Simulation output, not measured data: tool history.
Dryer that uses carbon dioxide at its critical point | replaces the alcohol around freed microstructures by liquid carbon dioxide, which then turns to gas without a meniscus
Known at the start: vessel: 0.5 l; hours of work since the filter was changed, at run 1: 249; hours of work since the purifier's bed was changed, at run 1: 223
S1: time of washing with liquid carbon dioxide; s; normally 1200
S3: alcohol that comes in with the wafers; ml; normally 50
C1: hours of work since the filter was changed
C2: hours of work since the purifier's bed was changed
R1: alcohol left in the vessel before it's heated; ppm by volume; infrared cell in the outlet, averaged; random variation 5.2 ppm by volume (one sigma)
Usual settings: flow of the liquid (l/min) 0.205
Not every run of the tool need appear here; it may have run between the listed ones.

run 1 hour=0 | S1=1200 flow_of_the_liquid_(l/min)=0.205 S3=50 | C1=249 C2=223 | R1=183
run 2 hour=41.3 | S1=1200 flow_of_the_liquid_(l/min)=0.244 S3=50 | C1=266 C2=240 | R1=72
run 3 hour=65.9 | S1=1200 flow_of_the_liquid_(l/min)=0.244 S3=50 | C1=275 C2=250 | R1=67
run 4 hour=92.9 | S1=1200 flow_of_the_liquid_(l/min)=0.244 S3=50 | C1=286 C2=261 | R1=85
-- hour=115 inlet filter changed
run 5 hour=140.9 | S1=1200 flow_of_the_liquid_(l/min)=0.219 S3=50 | C1=10 C2=280 | R1=78
run 6 hour=167.3 | S1=1200 flow_of_the_liquid_(l/min)=0.219 S3=50 | C1=21 C2=290 | R1=79
run 7 hour=192.8 | S1=1020 flow_of_the_liquid_(l/min)=0.219 S3=50 | C1=31 C2=300 | R1=188
run 8 hour=240.4 | S1=1020 flow_of_the_liquid_(l/min)=0.219 S3=97 | C1=50 C2=319 | R1=372
run 9 hour=271.4 | S1=1020 flow_of_the_liquid_(l/min)=0.219 S3=97 | C1=63 C2=332 | R1=384
run 10 hour=301.9 | S1=1020 flow_of_the_liquid_(l/min)=0.219 S3=97 | C1=75 C2=344 | R1=387
run 11 hour=341.7 | S1=1860 flow_of_the_liquid_(l/min)=0.214 S3=97 | C1=91 C2=360 | R1=20
run 12 hour=367.4 | S1=1860 flow_of_the_liquid_(l/min)=0.153 S3=59 | C1=101 C2=370 | R1=70
run 13 hour=410.5 | S1=1560 flow_of_the_liquid_(l/min)=0.159 S3=45 | C1=118 C2=388 | R1=119
run 14 hour=443.6 | S1=1560 flow_of_the_liquid_(l/min)=0.159 S3=45 | C1=132 C2=401 | R1=114
run 15 hour=477.6 | S1=1260 flow_of_the_liquid_(l/min)=0.205 S3=50 | C1=145 C2=414 | R1=118
run 16 hour=500.4 | S1=1260 flow_of_the_liquid_(l/min)=0.205 S3=99 | C1=154 C2=424 | R1=200

Predict the results of run 17:
run 17 hour=534.2 | S1=1800 flow_of_the_liquid_(l/min)=0.137 S3=21 | C1=168 C2=437 | R1=?

{"run 17": {"R1": 74}}
Had the tool carried no hidden state, the very same run would have given R1 34 ppm by volume.

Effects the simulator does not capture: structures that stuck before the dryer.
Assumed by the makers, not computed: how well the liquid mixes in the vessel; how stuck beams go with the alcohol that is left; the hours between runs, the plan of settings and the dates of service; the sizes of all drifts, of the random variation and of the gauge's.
